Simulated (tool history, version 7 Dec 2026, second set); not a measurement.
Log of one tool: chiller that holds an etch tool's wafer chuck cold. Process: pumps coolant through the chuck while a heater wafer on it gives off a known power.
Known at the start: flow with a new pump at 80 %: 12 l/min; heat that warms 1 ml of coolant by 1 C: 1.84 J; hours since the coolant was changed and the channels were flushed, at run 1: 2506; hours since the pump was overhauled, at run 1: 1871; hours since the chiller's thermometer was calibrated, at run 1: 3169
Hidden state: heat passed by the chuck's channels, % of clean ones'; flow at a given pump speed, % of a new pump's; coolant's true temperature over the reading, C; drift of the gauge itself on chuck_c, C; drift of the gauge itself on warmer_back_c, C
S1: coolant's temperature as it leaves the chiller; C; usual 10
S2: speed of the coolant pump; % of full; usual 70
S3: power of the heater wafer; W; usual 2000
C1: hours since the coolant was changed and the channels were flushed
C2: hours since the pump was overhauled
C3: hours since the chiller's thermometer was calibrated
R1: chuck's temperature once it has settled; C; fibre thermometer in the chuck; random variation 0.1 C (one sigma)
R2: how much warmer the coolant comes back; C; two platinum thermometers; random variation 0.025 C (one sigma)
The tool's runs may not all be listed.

run 1 hour=0 | S1=10 S2=70 S3=2000 | C1=2506 C2=1871 C3=3169 | R1=26.3 R2=6.39
run 2 hour=70.9 | S1=10 S2=70 S3=2000 | C1=2577 C2=1942 C3=3240 | R1=26.3 R2=6.42
run 3 hour=124.4 | S1=10 S2=70 S3=1059 | C1=2630 C2=1995 C3=3293 | R1=18.4 R2=3.37
run 4 hour=207.5 | S1=10 S2=70 S3=1059 | C1=2713 C2=2078 C3=3377 | R1=18.5 R2=3.43
run 5 hour=253.8 | S1=10 S2=70 S3=1059 | C1=2760 C2=2125 C3=3423 | R1=18.4 R2=3.37
run 6 hour=294.8 | S1=10 S2=70 S3=1059 | C1=2801 C2=2166 C3=3464 | R1=18.4 R2=3.38
run 7 hour=338.7 | S1=15 S2=70 S3=2000 | C1=2845 C2=2209 C3=3508 | R1=31.2 R2=6.42
run 8 hour=404.4 | S1=10 S2=70 S3=1015 | C1=2910 C2=2275 C3=3573 | R1=18.1 R2=3.28
-- hour=414.4 chiller's thermometer calibrated
run 9 hour=499 | S1=10 S2=70 S3=2000 | C1=3004 C2=2369 C3=85 | R1=26.5 R2=6.45
run 10 hour=580.2 | S1=10 S2=70 S3=2000 | C1=3085 C2=2450 C3=166 | R1=26.8 R2=6.45
run 11 hour=642.1 | S1=10 S2=70 S3=2095 | C1=3147 C2=2512 C3=228 | R1=27.5 R2=6.78
run 12 hour=705.8 | S1=10 S2=70 S3=2095 | C1=3211 C2=2576 C3=291 | R1=27.4 R2=6.75
run 13 hour=785.7 | S1=10 S2=70 S3=2095 | C1=3291 C2=2655 C3=371 | R1=27.7 R2=6.77
run 14 hour=846.5 | S1=10 S2=70 S3=2095 | C1=3351 C2=2716 C3=432 | R1=27.5 R2=6.72
run 15 hour=889.3 | S1=10 S2=70 S3=2095 | C1=3394 C2=2759 C3=475 | R1=27.5 R2=6.78
run 16 hour=931.4 | S1=10 S2=70 S3=2095 | C1=3436 C2=2801 C3=517 | R1=27.5 R2=6.78
run 17 hour=997.2 | S1=10 S2=70 S3=2000 | C1=3502 C2=2867 C3=583 | R1=26.6 R2=6.47
run 18 hour=1048.8 | S1=10 S2=70 S3=2000 | C1=3554 C2=2919 C3=634 | R1=26.7 R2=6.5
run 19 hour=1111.7 | S1=10 S2=83 S3=2123 | C1=3617 C2=2981 C3=697 | R1=24.9 R2=5.65
run 20 hour=1170.2 | S1=14 S2=74 S3=2123 | C1=3675 C2=3040 C3=756 | R1=30.8 R2=6.42
run 21 hour=1246.3 | S1=14 S2=74 S3=2123 | C1=3751 C2=3116 C3=832 | R1=30.8 R2=6.42
run 22 hour=1319.2 | S1=10 S2=68 S3=1769 | C1=3824 C2=3189 C3=905 | R1=25.1 R2=5.92
run 23 hour=1360 | S1=2 S2=84 S3=1769 | C1=3865 C2=3230 C3=946 | R1=14.3 R2=4.69
run 24 hour=1431.8 | S1=10 S2=67 S3=2000 | C1=3937 C2=3302 C3=1017 | R1=27.7 R2=6.83
run 25 hour=1518.3 | S1=10 S2=74 S3=1364 | C1=4023 C2=3388 C3=1104 | R1=20.8 R2=4.13
run 26 hour=1563.5 | S1=10 S2=74 S3=1221 | C1=4068 C2=3433 C3=1149 | R1=19.7 R2=3.74
run 27 hour=1620.4 | S1=19 S2=70 S3=2000 | C1=4125 C2=3490 C3=1206 | R1=35.8 R2=6.55
run 28 hour=1677.9 | S1=19 S2=75 S3=1017 | C1=4183 C2=3548 C3=1264 | R1=27.2 R2=3.07
run 29 hour=1770.3 | S1=19 S2=70 S3=2000 | C1=4275 C2=3640 C3=1356 | R1=35.9 R2=6.48
run 30 hour=1869.3 | S1=19 S2=70 S3=2000 | C1=4374 C2=3739 C3=1455 | R1=36 R2=6.52
run 31 hour=1932.8 | S1=2 S2=93 S3=1557 | C1=4438 C2=3803 C3=1518 | R1=11.8 R2=3.65
run 32 hour=2017.2 | S1=13 S2=70 S3=1167 | C1=4522 C2=3887 C3=1603 | R1=23 R2=3.82
run 33 hour=2067.4 | S1=13 S2=70 S3=1167 | C1=4572 C2=3937 C3=1653 | R1=23 R2=3.78

Forecast each of these 3 alternatives for the next run:
run A hour=2125.5 | S1=9 S2=90 S3=1167 | C1=4630 C2=3995 C3=1711 | R1=? R2=?
run B hour=2125.5 | S1=10 S2=70 S3=1510 | C1=4630 C2=3995 C3=1711 | R1=? R2=?
run C hour=2125.5 | S1=10 S2=100 S3=2000 | C1=4630 C2=3995 C3=1711 | R1=? R2=?

run=A R1=16.6 R2=2.84
run=B R1=22.7 R2=4.9
run=C R1=21.8 R2=4.33
Without the tool's hidden state the same runs would have given:
run=A R1=16.3 R2=2.76
run=B R1=22.1 R2=4.77
run=C R1=21.2 R2=4.21

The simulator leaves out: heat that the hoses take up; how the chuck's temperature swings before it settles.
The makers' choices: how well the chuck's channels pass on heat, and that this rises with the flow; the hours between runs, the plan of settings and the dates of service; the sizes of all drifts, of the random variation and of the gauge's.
